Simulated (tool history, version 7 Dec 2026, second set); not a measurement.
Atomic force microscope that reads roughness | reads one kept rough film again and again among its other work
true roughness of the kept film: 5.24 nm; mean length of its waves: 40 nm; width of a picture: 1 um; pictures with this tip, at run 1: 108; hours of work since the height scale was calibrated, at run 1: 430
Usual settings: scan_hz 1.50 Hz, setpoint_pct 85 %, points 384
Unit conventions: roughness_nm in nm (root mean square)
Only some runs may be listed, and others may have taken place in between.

run,hour,scan_hz,setpoint_pct,points,pictures with this tip,hours of work since the height scale was calibrated,roughness_nm
1,0.0,1.50,85,384,108,430,4.280
# hour 52.0: new tip fitted
2,70.8,2.23,85,384,24,462,4.030
3,138.8,2.23,70,384,112,494,4.415
# hour 188.6: new tip fitted
4,194.9,2.23,70,384,8,519,4.454
5,256.6,2.23,70,384,87,548,4.425
6,324.2,2.23,70,384,174,579,4.394
# hour 328.7: new tip fitted
7,364.2,1.50,85,400,45,597,4.284
8,418.1,1.50,85,384,115,622,4.256
9,461.7,1.50,85,384,171,642,4.245
# hour 466.7: new tip fitted
10,506.6,1.50,85,384,52,663,4.265
11,551.5,1.50,85,384,110,684,4.246
# hour 602.7: new tip fitted
12,620.5,1.50,85,384,23,715,4.276
13,664.9,1.50,85,384,80,736,4.260
14,719.8,1.50,85,384,151,761,4.244
# hour 740.9: new tip fitted
15,778.4,1.50,85,384,48,788,4.268
16,848.6,1.50,85,384,139,821,4.255
# hour 877.6: new tip fitted
17,897.5,2.45,62,552,25,843,4.596
18,968.3,2.45,62,552,117,876,4.629
# hour 1014.0: new tip fitted
19,1014.0,2.45,62,552,0,897,4.596
20,1047.7,2.45,62,552,44,912,4.623
21,1121.5,2.45,62,552,139,946,4.539
# hour 1151.1: new tip fitted
22,1195.0,1.50,85,732,57,980,4.281
23,1226.3,0.65,77,609,97,995,4.705
24,1273.7,1.84,59,384,159,1017,4.682
# hour 1290.0: new tip fitted
25,1310.1,0.57,79,679,26,1033,4.700
26,1347.5,0.77,89,311,74,1051,4.491
27,1410.5,1.50,68,384,156,1080,4.611
# hour 1427.1: new tip fitted
28,1469.4,1.50,68,384,55,1107,4.619
29,1515.6,1.88,60,352,115,1128,4.692
30,1553.8,0.70,85,384,164,1146,4.575

How the hidden state differs across the entries between the runs, from the last listed run before each to the first after it:
Logged between run 1 and run 2: new tip fitted (hour 52.0)
  radius of the tip, nm: 5.1 -> 5
Logged between run 3 and run 4: new tip fitted (hour 188.6)
  radius of the tip, nm: 5.1 -> 5
Logged between run 6 and run 7: new tip fitted (hour 328.7)
  radius of the tip, nm: 5.2 -> 5.1; height scale over the true one, %: 0.01 -> 0.02
Logged between run 9 and run 10: new tip fitted (hour 466.7)
  radius of the tip, nm: 5.2 -> 5.1
Logged between run 11 and run 12: new tip fitted (hour 602.7)
  radius of the tip, nm: 5.1 -> 5
Logged between run 14 and run 15: new tip fitted (hour 740.9)
  radius of the tip, nm: 5.2 -> 5.1
Logged between run 16 and run 17: new tip fitted (hour 877.6)
  radius of the tip, nm: 5.2 -> 5
Logged between run 18 and run 19: new tip fitted (hour 1014.0)
  radius of the tip, nm: 5.1 -> 5
Logged between run 21 and run 22: new tip fitted (hour 1151.1)
  both runs share identical hidden conditions
Logged between run 24 and run 25: new tip fitted (hour 1290.0)
  radius of the tip, nm: 5.2 -> 5
Logged between run 27 and run 28: new tip fitted (hour 1427.1)
  radius of the tip, nm: 5.2 -> 5.1
